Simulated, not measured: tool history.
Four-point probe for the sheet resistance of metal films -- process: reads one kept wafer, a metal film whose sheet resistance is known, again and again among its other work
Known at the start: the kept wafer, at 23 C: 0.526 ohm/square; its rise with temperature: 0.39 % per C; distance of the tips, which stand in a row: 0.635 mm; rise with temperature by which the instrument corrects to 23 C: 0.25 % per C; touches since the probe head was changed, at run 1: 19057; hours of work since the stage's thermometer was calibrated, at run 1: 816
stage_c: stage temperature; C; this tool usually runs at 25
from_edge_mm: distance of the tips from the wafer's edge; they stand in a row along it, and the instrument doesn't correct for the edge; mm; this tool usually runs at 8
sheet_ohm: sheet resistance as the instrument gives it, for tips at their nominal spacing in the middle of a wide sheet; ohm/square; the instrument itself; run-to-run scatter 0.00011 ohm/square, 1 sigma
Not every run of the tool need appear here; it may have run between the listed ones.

run,hour,stage_c,from_edge_mm,touches since the probe head was changed,hours of work since the stage's thermometer was calibrated,sheet_ohm
1,0,25,8,19057,816,0.529951
2,35,20,8,19490,832,0.526714
3,96.6,25,31,20254,861,0.528492
4,164.7,25,31,21099,892,0.528618
5,198.9,26,8,21523,908,0.531108
6,256.6,26,8,22238,935,0.531016
7,308.5,26,8,22881,959,0.531315
8,350.1,23,6,23396,978,0.530507
9,407.1,28,27,24103,1005,0.530877
10,439.4,28,27,24503,1020,0.531101
11,477,34,7,24969,1037,0.537324
12,541.2,21,8,25765,1067,0.527832

3 ways to go on from here, each from the tool as it stands after run 12. What would each give?
A,590.2,28,11,26372,1089,?
B,590.2,21,70,26372,1089,?
C,590.2,20,8,26372,1089,?

run,sheet_ohm
A,0.532134
B,0.526337
C,0.52734
Take away the tool's hidden state, keep each run's random variation, and the runs would have read:
run,sheet_ohm
A,0.530484
B,0.524692
C,0.52569
